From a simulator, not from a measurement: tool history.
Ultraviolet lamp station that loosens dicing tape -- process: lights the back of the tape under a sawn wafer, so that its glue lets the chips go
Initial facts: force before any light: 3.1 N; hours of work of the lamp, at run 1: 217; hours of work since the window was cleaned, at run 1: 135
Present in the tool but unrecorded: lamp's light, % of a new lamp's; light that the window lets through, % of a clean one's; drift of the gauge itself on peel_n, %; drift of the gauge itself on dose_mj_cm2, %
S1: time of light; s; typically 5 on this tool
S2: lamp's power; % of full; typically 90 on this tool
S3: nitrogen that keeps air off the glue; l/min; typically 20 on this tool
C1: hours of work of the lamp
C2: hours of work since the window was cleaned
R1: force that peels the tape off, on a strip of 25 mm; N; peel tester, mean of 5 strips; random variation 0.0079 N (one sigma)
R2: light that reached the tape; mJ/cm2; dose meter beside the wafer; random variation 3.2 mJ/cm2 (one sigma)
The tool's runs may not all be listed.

run 1 hour=0.0 | S1=5 S2=90 S3=20 | C1=217 C2=135 | R1=0.317 R2=507
run 2 hour=15.8 | S1=5 S2=90 S3=20 | C1=228 C2=146 | R1=0.300 R2=511
run 3 hour=22.8 | S1=5 S2=90 S3=20 | C1=232 C2=151 | R1=0.304 R2=507
run 4 hour=33.4 | S1=5 S2=96 S3=20 | C1=240 C2=158 | R1=0.271 R2=543
run 5 hour=49.0 | S1=5 S2=96 S3=20 | C1=250 C2=169 | R1=0.275 R2=537
run 6 hour=56.6 | S1=5 S2=90 S3=20 | C1=255 C2=174 | R1=0.299 R2=506
run 7 hour=67.9 | S1=5 S2=90 S3=26 | C1=263 C2=181 | R1=0.279 R2=505
run 8 hour=83.7 | S1=5 S2=90 S3=23 | C1=274 C2=192 | R1=0.279 R2=508
run 9 hour=93.0 | S1=5 S2=90 S3=23 | C1=280 C2=198 | R1=0.291 R2=504
run 10 hour=102.4 | S1=5 S2=90 S3=23 | C1=286 C2=205 | R1=0.289 R2=504
run 11 hour=116.5 | S1=5 S2=90 S3=23 | C1=296 C2=214 | R1=0.291 R2=508
run 12 hour=123.7 | S1=5 S2=90 S3=23 | C1=301 C2=219 | R1=0.297 R2=500
run 13 hour=136.8 | S1=5 S2=90 S3=23 | C1=309 C2=228 | R1=0.299 R2=506
run 14 hour=151.4 | S1=5 S2=90 S3=23 | C1=319 C2=238 | R1=0.290 R2=508
run 15 hour=159.0 | S1=5 S2=90 S3=20 | C1=324 C2=243 | R1=0.323 R2=507
run 16 hour=172.3 | S1=6 S2=90 S3=20 | C1=333 C2=252 | R1=0.231 R2=608
run 17 hour=180.4 | S1=6 S2=90 S3=20 | C1=339 C2=257 | R1=0.228 R2=611
run 18 hour=195.6 | S1=5 S2=90 S3=20 | C1=349 C2=268 | R1=0.308 R2=505
run 19 hour=206.9 | S1=9 S2=90 S3=20 | C1=357 C2=275 | R1=0.136 R2=914
run 20 hour=216.6 | S1=9 S2=90 S3=20 | C1=363 C2=282 | R1=0.140 R2=918
run 21 hour=231.4 | S1=9 S2=90 S3=20 | C1=373 C2=292 | R1=0.137 R2=913
run 22 hour=244.4 | S1=9 S2=90 S3=20 | C1=382 C2=301 | R1=0.133 R2=909
run 23 hour=259.4 | S1=9 S2=90 S3=20 | C1=392 C2=311 | R1=0.150 R2=908
run 24 hour=269.3 | S1=9 S2=90 S3=20 | C1=399 C2=318 | R1=0.149 R2=914
-- hour=271.3 window cleaned of glue's vapour
run 25 hour=278.9 | S1=2 S2=73 S3=32 | C1=405 C2=5 | R1=1.271 R2=164
run 26 hour=291.7 | S1=2 S2=73 S3=32 | C1=414 C2=14 | R1=1.220 R2=165
run 27 hour=299.7 | S1=2 S2=81 S3=21 | C1=419 C2=19 | R1=1.253 R2=182
run 28 hour=314.0 | S1=2 S2=81 S3=13 | C1=429 C2=29 | R1=1.296 R2=184
run 29 hour=321.0 | S1=3 S2=62 S3=13 | C1=434 C2=34 | R1=1.182 R2=208
run 30 hour=331.1 | S1=3 S2=62 S3=13 | C1=441 C2=40 | R1=1.160 R2=206
run 31 hour=344.2 | S1=3 S2=62 S3=13 | C1=449 C2=49 | R1=1.192 R2=207
run 32 hour=354.8 | S1=9 S2=90 S3=9 | C1=457 C2=57 | R1=0.171 R2=909
run 33 hour=363.5 | S1=9 S2=86 S3=9 | C1=463 C2=62 | R1=0.177 R2=862
run 34 hour=378.8 | S1=4 S2=90 S3=13 | C1=473 C2=73 | R1=0.522 R2=412
run 35 hour=393.4 | S1=10 S2=77 S3=35 | C1=483 C2=83 | R1=0.135 R2=863
run 36 hour=405.3 | S1=3 S2=80 S3=6 | C1=491 C2=91 | R1=1.132 R2=268
run 37 hour=418.9 | S1=3 S2=80 S3=6 | C1=500 C2=100 | R1=1.156 R2=272
run 38 hour=427.4 | S1=8 S2=80 S3=14 | C1=506 C2=106 | R1=0.200 R2=717
run 39 hour=441.7 | S1=8 S2=80 S3=14 | C1=515 C2=115 | R1=0.209 R2=717
run 40 hour=455.1 | S1=4 S2=82 S3=20 | C1=524 C2=124 | R1=0.510 R2=373
run 41 hour=467.8 | S1=4 S2=82 S3=20 | C1=533 C2=133 | R1=0.501 R2=368
run 42 hour=481.2 | S1=8 S2=82 S3=20 | C1=542 C2=142 | R1=0.191 R2=733
run 43 hour=489.4 | S1=8 S2=82 S3=20 | C1=548 C2=148 | R1=0.172 R2=745

Hidden state at the last listed run before each entry between runs and at the first one after, where it differs:
Runs 24 to 25: window cleaned of glue's vapour (hour 271.3)
  light that the window lets through, % of a clean one's: 99.9 -> 100

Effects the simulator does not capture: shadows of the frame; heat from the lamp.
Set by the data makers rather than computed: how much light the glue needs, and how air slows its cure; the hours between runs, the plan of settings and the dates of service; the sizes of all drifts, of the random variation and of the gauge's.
